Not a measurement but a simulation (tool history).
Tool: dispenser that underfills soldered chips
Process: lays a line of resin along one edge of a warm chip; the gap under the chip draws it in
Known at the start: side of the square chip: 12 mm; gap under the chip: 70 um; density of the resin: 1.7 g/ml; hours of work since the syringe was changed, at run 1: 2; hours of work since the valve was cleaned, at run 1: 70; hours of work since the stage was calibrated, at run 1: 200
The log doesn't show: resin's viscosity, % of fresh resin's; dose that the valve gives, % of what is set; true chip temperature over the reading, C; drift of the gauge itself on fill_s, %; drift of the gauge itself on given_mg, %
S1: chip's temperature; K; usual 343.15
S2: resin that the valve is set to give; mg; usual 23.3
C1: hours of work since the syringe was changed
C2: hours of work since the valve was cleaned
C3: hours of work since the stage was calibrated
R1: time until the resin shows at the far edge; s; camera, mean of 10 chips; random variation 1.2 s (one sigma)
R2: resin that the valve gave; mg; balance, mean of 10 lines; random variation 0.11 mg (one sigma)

{"run": 1, "day": 0.0, "S1": 343.15, "S2": 23.3, "C1": 2, "C2": 70, "C3": 200, "R1": 124.4, "R2": 22.16}
{"run": 2, "day": 0.208, "S1": 343.15, "S2": 23.3, "C1": 5, "C2": 73, "C3": 203, "R1": 158.7, "R2": 22.01}
{"day": 0.354, "done": "new syringe of resin"}
{"run": 3, "day": 0.483, "S1": 343.15, "S2": 23.3, "C1": 2, "C2": 77, "C3": 207, "R1": 124.3, "R2": 21.95}
{"run": 4, "day": 0.696, "S1": 343.15, "S2": 22.1, "C1": 5, "C2": 80, "C3": 211, "R1": 163.8, "R2": 20.72}
{"day": 0.846, "done": "new syringe of resin"}
{"run": 5, "day": 0.971, "S1": 343.15, "S2": 22.9, "C1": 2, "C2": 85, "C3": 215, "R1": 124.2, "R2": 21.52}
{"run": 6, "day": 1.221, "S1": 343.15, "S2": 22.9, "C1": 6, "C2": 89, "C3": 219, "R1": 168, "R2": 21.25}
{"day": 1.338, "done": "new syringe of resin"}
{"run": 7, "day": 1.542, "S1": 343.15, "S2": 23.3, "C1": 3, "C2": 93, "C3": 224, "R1": 134.5, "R2": 21.74}
{"run": 8, "day": 1.729, "S1": 345.15, "S2": 23.3, "C1": 6, "C2": 96, "C3": 227, "R1": 157.2, "R2": 21.72}
{"day": 1.833, "done": "new syringe of resin"}
{"run": 9, "day": 1.942, "S1": 345.15, "S2": 23.3, "C1": 2, "C2": 100, "C3": 230, "R1": 109.7, "R2": 21.56}
{"run": 10, "day": 2.075, "S1": 345.15, "S2": 23.3, "C1": 4, "C2": 102, "C3": 232, "R1": 130.5, "R2": 21.61}
{"run": 11, "day": 2.279, "S1": 345.15, "S2": 23.3, "C1": 7, "C2": 105, "C3": 235, "R1": 165.4, "R2": 21.48}
{"day": 2.342, "done": "new syringe of resin"}
{"run": 12, "day": 2.554, "S1": 345.15, "S2": 23.3, "C1": 3, "C2": 109, "C3": 239, "R1": 126.2, "R2": 21.43}
{"run": 13, "day": 2.796, "S1": 345.15, "S2": 23.3, "C1": 7, "C2": 113, "C3": 243, "R1": 169.4, "R2": 21.22}
{"day": 2.825, "done": "new syringe of resin"}
{"run": 14, "day": 3.054, "S1": 345.15, "S2": 23.3, "C1": 4, "C2": 117, "C3": 247, "R1": 130.8, "R2": 21.18}
{"run": 15, "day": 3.258, "S1": 345.15, "S2": 23.3, "C1": 7, "C2": 120, "C3": 250, "R1": 162.4, "R2": 21.22}
{"day": 3.321, "done": "new syringe of resin"}
{"run": 16, "day": 3.496, "S1": 343.15, "S2": 23.3, "C1": 3, "C2": 124, "C3": 254, "R1": 130, "R2": 21.18}
{"run": 17, "day": 3.642, "S1": 343.15, "S2": 23.3, "C1": 5, "C2": 126, "C3": 256, "R1": 156.9, "R2": 21.13}
{"day": 3.817, "done": "new syringe of resin"}
{"run": 18, "day": 3.933, "S1": 343.15, "S2": 23.3, "C1": 2, "C2": 131, "C3": 261, "R1": 122.5, "R2": 20.94}
{"run": 19, "day": 4.092, "S1": 343.15, "S2": 29, "C1": 4, "C2": 133, "C3": 263, "R1": 139.5, "R2": 26}
{"run": 20, "day": 4.288, "S1": 343.15, "S2": 29, "C1": 7, "C2": 136, "C3": 266, "R1": 177.3, "R2": 26.15}
{"day": 4.312, "done": "new syringe of resin"}
{"day": 4.558, "done": "dispensing valve cleaned and set on the balance"}
{"run": 21, "day": 4.558, "S1": 343.15, "S2": 29, "C1": 3, "C2": 0, "C3": 270, "R1": 127.4, "R2": 29.06}
{"run": 22, "day": 4.729, "S1": 333.15, "S2": 27.9, "C1": 6, "C2": 3, "C3": 273, "R1": 238.1, "R2": 27.74}
{"day": 4.838, "done": "new syringe of resin"}
{"run": 23, "day": 4.946, "S1": 330.15, "S2": 27.2, "C1": 2, "C2": 6, "C3": 276, "R1": 201.4, "R2": 27.14}
{"run": 24, "day": 5.212, "S1": 330.15, "S2": 27.2, "C1": 6, "C2": 10, "C3": 280, "R1": 274.2, "R2": 26.95}
{"day": 5.342, "done": "new syringe of resin"}
{"run": 25, "day": 5.4, "S1": 353.15, "S2": 20.9, "C1": 1, "C2": 13, "C3": 283, "R1": 76.5, "R2": 20.78}
{"run": 26, "day": 5.588, "S1": 353.15, "S2": 25.6, "C1": 4, "C2": 16, "C3": 286, "R1": 90.1, "R2": 25.23}
{"day": 5.833, "done": "new syringe of resin"}
{"run": 27, "day": 5.883, "S1": 330.15, "S2": 28.6, "C1": 1, "C2": 21, "C3": 290, "R1": 188.6, "R2": 27.88}
{"run": 28, "day": 6.038, "S1": 353.15, "S2": 30.3, "C1": 3, "C2": 23, "C3": 293, "R1": 85.2, "R2": 29.67}
{"day": 6.325, "done": "new syringe of resin"}
{"run": 29, "day": 6.325, "S1": 353.15, "S2": 30.3, "C1": 0, "C2": 27, "C3": 297, "R1": 66.3, "R2": 29.72}
{"run": 30, "day": 6.483, "S1": 338.15, "S2": 24.1, "C1": 3, "C2": 30, "C3": 300, "R1": 153.3, "R2": 23.5}
{"run": 31, "day": 6.646, "S1": 338.15, "S2": 24.2, "C1": 5, "C2": 33, "C3": 302, "R1": 187.1, "R2": 23.6}
{"day": 6.817, "done": "new syringe of resin"}
{"run": 32, "day": 6.829, "S1": 338.15, "S2": 24.2, "C1": 0, "C2": 35, "C3": 305, "R1": 130.4, "R2": 23.53}
{"run": 33, "day": 6.996, "S1": 350.15, "S2": 23.6, "C1": 3, "C2": 38, "C3": 308, "R1": 94.7, "R2": 22.99}
{"run": 34, "day": 7.146, "S1": 350.15, "S2": 23.6, "C1": 5, "C2": 40, "C3": 310, "R1": 114.6, "R2": 23.02}
{"day": 7.304, "done": "new syringe of resin"}
{"run": 35, "day": 7.404, "S1": 346.15, "S2": 25.5, "C1": 2, "C2": 44, "C3": 314, "R1": 98.1, "R2": 24.54}

3 ways to go on from here, each from the tool as it stands after run 35. What would each give?
{"run": "A", "day": 7.567, "S1": 346.15, "S2": 25.6, "C1": 4, "C2": 47, "C3": 317, "R1": "?", "R2": "?"}
{"run": "B", "day": 7.567, "S1": 343.15, "S2": 20.1, "C1": 4, "C2": 47, "C3": 317, "R1": "?", "R2": "?"}
{"run": "C", "day": 7.567, "S1": 332.15, "S2": 23.3, "C1": 4, "C2": 47, "C3": 317, "R1": "?", "R2": "?"}

run=A R1=122.3 R2=24.63
run=B R1=148.7 R2=19.43
run=C R1=228 R2=22.49
Without the tool's hidden state the same runs would have given:
run=A R1=97.3 R2=25.57
run=B R1=117.3 R2=20.17
run=C R1=182.1 R2=23.34
